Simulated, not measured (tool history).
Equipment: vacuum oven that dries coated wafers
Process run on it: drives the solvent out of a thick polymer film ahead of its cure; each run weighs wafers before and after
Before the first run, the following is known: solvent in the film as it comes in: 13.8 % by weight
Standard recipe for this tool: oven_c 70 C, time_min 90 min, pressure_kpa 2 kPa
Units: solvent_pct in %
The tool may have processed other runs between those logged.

{"run": 1, "hour": 0.0, "oven_c": 70, "time_min": 90, "pressure_kpa": 2, "solvent_pct": 2.55}
{"run": 2, "hour": 14.7, "oven_c": 70, "time_min": 90, "pressure_kpa": 2, "solvent_pct": 2.54}
{"run": 3, "hour": 29.8, "oven_c": 70, "time_min": 90, "pressure_kpa": 2, "solvent_pct": 2.6}
{"run": 4, "hour": 44.1, "oven_c": 70, "time_min": 90, "pressure_kpa": 1.78, "solvent_pct": 2.37}
{"run": 5, "hour": 60.5, "oven_c": 70, "time_min": 90, "pressure_kpa": 2, "solvent_pct": 2.46}
{"run": 6, "hour": 73.1, "oven_c": 70, "time_min": 90, "pressure_kpa": 2, "solvent_pct": 2.52}
{"run": 7, "hour": 88.9, "oven_c": 70, "time_min": 90, "pressure_kpa": 2, "solvent_pct": 2.44}
{"run": 8, "hour": 106.2, "oven_c": 79, "time_min": 87, "pressure_kpa": 1.1, "solvent_pct": 0.87}
{"run": 9, "hour": 124.4, "oven_c": 55, "time_min": 154, "pressure_kpa": 5.85, "solvent_pct": 10.36}
{"hour": 127.7, "done": "vacuum gauge cleaned of residue and calibrated"}
{"run": 10, "hour": 134.4, "oven_c": 68, "time_min": 154, "pressure_kpa": 3.07, "solvent_pct": 3.09}
{"run": 11, "hour": 142.0, "oven_c": 73, "time_min": 154, "pressure_kpa": 5.99, "solvent_pct": 4.53}
{"run": 12, "hour": 149.7, "oven_c": 67, "time_min": 120, "pressure_kpa": 5.11, "solvent_pct": 5.53}
{"run": 13, "hour": 157.6, "oven_c": 67, "time_min": 120, "pressure_kpa": 5.11, "solvent_pct": 5.44}
{"run": 14, "hour": 165.3, "oven_c": 58, "time_min": 90, "pressure_kpa": 2, "solvent_pct": 6.13}

Pick out some run-to-run changes in solvent_pct. Of each, how much would a tool without hidden state show as well, from the settings, what came in and chance, and how much is left for the hidden state and any gauge scatter not in both results compared?
Hidden state present: true wafer temperature over the reading, C; true pressure over the reading, kPa; drift of the gauge itself on solvent_pct, %.
Run 8 -> 9: oven_c 79 -> 55, time_min 87 -> 154, pressure_kpa 1.1 -> 5.85. solvent_pct +9.49 %: hidden state +0.68, all else +8.81.
